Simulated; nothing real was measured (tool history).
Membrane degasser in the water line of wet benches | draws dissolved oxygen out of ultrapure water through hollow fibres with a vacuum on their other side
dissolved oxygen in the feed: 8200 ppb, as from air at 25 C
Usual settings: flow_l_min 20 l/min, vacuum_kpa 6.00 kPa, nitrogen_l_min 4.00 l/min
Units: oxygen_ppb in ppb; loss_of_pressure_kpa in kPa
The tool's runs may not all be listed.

{"run": 1, "hour": 0.0, "flow_l_min": 20, "vacuum_kpa": 6.0, "nitrogen_l_min": 4.0, "oxygen_ppb": 64.8, "loss_of_pressure_kpa": 31.23}
{"run": 2, "hour": 231.8, "flow_l_min": 20, "vacuum_kpa": 14.61, "nitrogen_l_min": 4.0, "oxygen_ppb": 168.3, "loss_of_pressure_kpa": 30.75}
{"run": 3, "hour": 433.0, "flow_l_min": 20, "vacuum_kpa": 14.61, "nitrogen_l_min": 4.0, "oxygen_ppb": 163.6, "loss_of_pressure_kpa": 30.85}
{"run": 4, "hour": 575.7, "flow_l_min": 20, "vacuum_kpa": 14.61, "nitrogen_l_min": 4.0, "oxygen_ppb": 165.1, "loss_of_pressure_kpa": 30.66}
{"run": 5, "hour": 744.0, "flow_l_min": 20, "vacuum_kpa": 14.61, "nitrogen_l_min": 4.0, "oxygen_ppb": 165.8, "loss_of_pressure_kpa": 30.97}
{"run": 6, "hour": 876.6, "flow_l_min": 20, "vacuum_kpa": 12.42, "nitrogen_l_min": 4.0, "oxygen_ppb": 139.4, "loss_of_pressure_kpa": 30.55}
{"run": 7, "hour": 1003.3, "flow_l_min": 28, "vacuum_kpa": 12.42, "nitrogen_l_min": 4.0, "oxygen_ppb": 212.7, "loss_of_pressure_kpa": 43.07}
{"run": 8, "hour": 1248.9, "flow_l_min": 28, "vacuum_kpa": 12.42, "nitrogen_l_min": 4.0, "oxygen_ppb": 211.3, "loss_of_pressure_kpa": 43.04}
{"run": 9, "hour": 1517.3, "flow_l_min": 28, "vacuum_kpa": 12.05, "nitrogen_l_min": 4.0, "oxygen_ppb": 205.7, "loss_of_pressure_kpa": 42.97}
{"run": 10, "hour": 1645.1, "flow_l_min": 28, "vacuum_kpa": 12.05, "nitrogen_l_min": 4.0, "oxygen_ppb": 209.7, "loss_of_pressure_kpa": 42.88}
{"run": 11, "hour": 1912.7, "flow_l_min": 28, "vacuum_kpa": 12.05, "nitrogen_l_min": 5.0, "oxygen_ppb": 181.1, "loss_of_pressure_kpa": 42.47}
{"run": 12, "hour": 2149.9, "flow_l_min": 28, "vacuum_kpa": 12.05, "nitrogen_l_min": 5.0, "oxygen_ppb": 178.2, "loss_of_pressure_kpa": 42.28}
{"run": 13, "hour": 2335.9, "flow_l_min": 28, "vacuum_kpa": 12.05, "nitrogen_l_min": 5.0, "oxygen_ppb": 179.3, "loss_of_pressure_kpa": 42.39}
{"hour": 2393.2, "done": "membrane cartridge changed"}
{"run": 14, "hour": 2491.8, "flow_l_min": 28, "vacuum_kpa": 12.05, "nitrogen_l_min": 5.0, "oxygen_ppb": 178.5, "loss_of_pressure_kpa": 42.56}
{"run": 15, "hour": 2617.5, "flow_l_min": 28, "vacuum_kpa": 12.05, "nitrogen_l_min": 5.0, "oxygen_ppb": 176.0, "loss_of_pressure_kpa": 42.03}
{"hour": 2677.7, "done": "gauge calibrated"}
{"hour": 2678.2, "done": "vacuum gauge calibrated"}
{"run": 16, "hour": 2806.3, "flow_l_min": 28, "vacuum_kpa": 12.05, "nitrogen_l_min": 5.0, "oxygen_ppb": 179.2, "loss_of_pressure_kpa": 43.35}
{"run": 17, "hour": 3040.8, "flow_l_min": 28, "vacuum_kpa": 12.05, "nitrogen_l_min": 5.0, "oxygen_ppb": 176.8, "loss_of_pressure_kpa": 43.37}
{"run": 18, "hour": 3216.0, "flow_l_min": 14, "vacuum_kpa": 6.0, "nitrogen_l_min": 3.65, "oxygen_ppb": 38.9, "loss_of_pressure_kpa": 21.54}
{"run": 19, "hour": 3343.2, "flow_l_min": 14, "vacuum_kpa": 6.0, "nitrogen_l_min": 3.62, "oxygen_ppb": 38.7, "loss_of_pressure_kpa": 21.48}
{"run": 20, "hour": 3560.2, "flow_l_min": 14, "vacuum_kpa": 6.0, "nitrogen_l_min": 3.62, "oxygen_ppb": 39.5, "loss_of_pressure_kpa": 21.38}
{"run": 21, "hour": 3764.3, "flow_l_min": 14, "vacuum_kpa": 6.0, "nitrogen_l_min": 3.62, "oxygen_ppb": 38.4, "loss_of_pressure_kpa": 21.42}
{"run": 22, "hour": 3966.7, "flow_l_min": 22, "vacuum_kpa": 6.0, "nitrogen_l_min": 8.33, "oxygen_ppb": 55.9, "loss_of_pressure_kpa": 33.39}
{"run": 23, "hour": 4204.1, "flow_l_min": 22, "vacuum_kpa": 6.0, "nitrogen_l_min": 8.33, "oxygen_ppb": 55.8, "loss_of_pressure_kpa": 33.3}
{"run": 24, "hour": 4413.9, "flow_l_min": 22, "vacuum_kpa": 6.0, "nitrogen_l_min": 8.33, "oxygen_ppb": 55.5, "loss_of_pressure_kpa": 33.67}
{"run": 25, "hour": 4588.5, "flow_l_min": 28, "vacuum_kpa": 8.93, "nitrogen_l_min": 5.13, "oxygen_ppb": 134.9, "loss_of_pressure_kpa": 42.46}
{"run": 26, "hour": 4735.8, "flow_l_min": 16, "vacuum_kpa": 9.46, "nitrogen_l_min": 5.13, "oxygen_ppb": 65.1, "loss_of_pressure_kpa": 24.37}
{"run": 27, "hour": 4921.5, "flow_l_min": 21, "vacuum_kpa": 6.0, "nitrogen_l_min": 2.81, "oxygen_ppb": 84.7, "loss_of_pressure_kpa": 31.76}
{"run": 28, "hour": 5051.6, "flow_l_min": 25, "vacuum_kpa": 7.03, "nitrogen_l_min": 11.65, "oxygen_ppb": 69.2, "loss_of_pressure_kpa": 37.72}
{"hour": 5173.1, "done": "seals of the vacuum lines changed"}
{"run": 29, "hour": 5312.0, "flow_l_min": 24, "vacuum_kpa": 8.57, "nitrogen_l_min": 8.95, "oxygen_ppb": 79.1, "loss_of_pressure_kpa": 36.16}

The next listed run, before its measurement:
{"run": 30, "hour": 5581.9, "flow_l_min": 28, "vacuum_kpa": 7.16, "nitrogen_l_min": 4.0, "oxygen_ppb": "?", "loss_of_pressure_kpa": "?"}

oxygen_ppb: 128.6 ppb
loss_of_pressure_kpa: 42.08 kPa
Without the tool's hidden state the same run would have given oxygen_ppb 128.5 ppb, loss_of_pressure_kpa 43.42 kPa.

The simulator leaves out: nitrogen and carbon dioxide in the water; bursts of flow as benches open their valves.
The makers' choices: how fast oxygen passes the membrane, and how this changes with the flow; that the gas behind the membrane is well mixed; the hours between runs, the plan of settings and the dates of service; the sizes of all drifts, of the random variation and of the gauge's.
